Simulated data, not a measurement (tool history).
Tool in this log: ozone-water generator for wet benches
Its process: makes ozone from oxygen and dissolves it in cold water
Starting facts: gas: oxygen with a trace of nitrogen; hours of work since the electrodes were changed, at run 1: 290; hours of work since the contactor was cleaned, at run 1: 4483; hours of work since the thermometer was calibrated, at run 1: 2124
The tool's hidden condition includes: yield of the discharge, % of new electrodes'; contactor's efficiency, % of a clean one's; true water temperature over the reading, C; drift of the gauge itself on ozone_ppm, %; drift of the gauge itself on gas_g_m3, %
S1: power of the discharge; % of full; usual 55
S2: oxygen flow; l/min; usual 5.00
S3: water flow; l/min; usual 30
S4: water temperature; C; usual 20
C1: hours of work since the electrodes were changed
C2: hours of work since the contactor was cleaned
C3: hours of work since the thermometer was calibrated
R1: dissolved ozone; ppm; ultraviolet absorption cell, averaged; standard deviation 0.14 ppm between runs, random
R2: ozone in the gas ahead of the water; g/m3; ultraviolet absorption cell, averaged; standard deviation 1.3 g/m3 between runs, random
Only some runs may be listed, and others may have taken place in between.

| run | hour | S1 | S2 | S3 | S4 | C1 | C2 | C3 | R1 | R2 |
|---|---|---|---|---|---|---|---|---|---|---|
| 1 | 0.0 | 55 | 5.00 | 30 | 20 | 290 | 4483 | 2124 | 14.5 | 241.1 |
| 2 | 72.0 | 55 | 5.00 | 30 | 20 | 338 | 4531 | 2173 | 14.6 | 240.7 |
| 3 | 137.7 | 55 | 5.00 | 30 | 20 | 382 | 4576 | 2217 | 14.4 | 236.2 |
| 4 | 179.4 | 55 | 5.00 | 30 | 20 | 410 | 4604 | 2245 | 14.6 | 239.1 |
| 5 | 230.5 | 55 | 5.00 | 33 | 20 | 445 | 4638 | 2279 | 13.2 | 237.5 |
| 6 | 320.3 | 55 | 5.00 | 33 | 20 | 505 | 4698 | 2340 | 13.0 | 237.5 |
| 7 | 384.2 | 55 | 5.00 | 35 | 20 | 548 | 4741 | 2382 | 12.4 | 238.5 |
| 8 | 463.3 | 55 | 5.00 | 35 | 20 | 601 | 4794 | 2436 | 12.2 | 237.2 |
| 9 | 522.6 | 54 | 5.00 | 35 | 20 | 641 | 4834 | 2475 | 12.1 | 234.3 |
| 10 | 607.4 | 54 | 5.00 | 35 | 20 | 698 | 4891 | 2532 | 12.3 | 236.4 |
| 11 | 648.0 | 54 | 5.00 | 35 | 20 | 725 | 4918 | 2560 | 11.9 | 234.2 |
| 12 | 727.6 | 54 | 5.00 | 35 | 20 | 779 | 4972 | 2613 | 12.1 | 235.0 |
| 13 | 824.9 | 55 | 5.00 | 30 | 27 | 844 | 5037 | 2679 | 13.2 | 239.2 |
| 14 | 867.9 | 55 | 5.00 | 27 | 20 | 873 | 5066 | 2707 | 16.3 | 236.5 |
| 15 | 915.7 | 55 | 5.00 | 27 | 20 | 905 | 5098 | 2740 | 16.1 | 236.3 |
| 16 | 1009.1 | 55 | 5.00 | 27 | 20 | 968 | 5161 | 2802 | 16.0 | 238.2 |
| 17 | 1069.6 | 55 | 5.55 | 30 | 19 | 1008 | 5202 | 2843 | 14.7 | 221.8 |
| 18 | 1137.7 | 55 | 5.55 | 30 | 19 | 1054 | 5247 | 2889 | 14.7 | 221.0 |
| 19 | 1180.5 | 46 | 5.55 | 30 | 19 | 1083 | 5276 | 2917 | 13.2 | 201.6 |
| 20 | 1259.9 | 55 | 2.79 | 26 | 20 | 1136 | 5329 | 2971 | 15.8 | 335.0 |
| 21 | 1301.4 | 55 | 3.65 | 30 | 18 | 1164 | 5357 | 2999 | 14.2 | 282.6 |
| 22 | 1356.4 | 65 | 4.07 | 42 | 20 | 1201 | 5394 | 3036 | 10.5 | 295.1 |
| 23 | 1423.2 | 65 | 4.07 | 42 | 20 | 1246 | 5439 | 3080 | 10.3 | 293.0 |
| 24 | 1475.0 | 65 | 3.43 | 39 | 15 | 1281 | 5474 | 3115 | 11.5 | 325.6 |
| 25 | 1541.0 | 55 | 5.00 | 31 | 20 | 1325 | 5518 | 3160 | 13.9 | 236.6 |
| 26 | 1592.2 | 55 | 5.00 | 31 | 20 | 1359 | 5553 | 3194 | 13.8 | 235.2 |
| 27 | 1632.0 | 91 | 5.00 | 43 | 14 | 1386 | 5579 | 3221 | 13.3 | 314.4 |
| 28 | 1675.4 | 91 | 5.00 | 43 | 14 | 1415 | 5609 | 3250 | 13.2 | 313.9 |
| 29 | 1748.8 | 91 | 5.00 | 43 | 14 | 1465 | 5658 | 3299 | 13.2 | 313.0 |
| 30 | 1801.5 | 91 | 5.00 | 43 | 14 | 1500 | 5693 | 3335 | 13.1 | 314.3 |
| 31 | 1860.5 | 91 | 5.00 | 43 | 14 | 1540 | 5733 | 3374 | 13.4 | 311.2 |
| 32 | 1950.5 | 55 | 5.00 | 30 | 15 | 1600 | 5793 | 3435 | 15.0 | 233.0 |

Here are 3 independent what-if runs from the current tool condition. What would each one return?
| A | 2017.2 | 55 | 5.00 | 30 | 19 | 1645 | 5838 | 3479 | ? | ? |
| B | 2017.2 | 54 | 3.40 | 30 | 22 | 1645 | 5838 | 3479 | ? | ? |
| C | 2017.2 | 77 | 3.03 | 20 | 15 | 1645 | 5838 | 3479 | ? | ? |

| run | R1 | R2 |
|---|---|---|
| A | 14.4 | 236.5 |
| B | 13.2 | 290.5 |
| C | 26.9 | 382.2 |
With no hidden state in the tool, these same runs would have given:
| run | R1 | R2 |
|---|---|---|
| A | 15.4 | 241.9 |
| B | 14.1 | 297.1 |
| C | 28.6 | 393.1 |

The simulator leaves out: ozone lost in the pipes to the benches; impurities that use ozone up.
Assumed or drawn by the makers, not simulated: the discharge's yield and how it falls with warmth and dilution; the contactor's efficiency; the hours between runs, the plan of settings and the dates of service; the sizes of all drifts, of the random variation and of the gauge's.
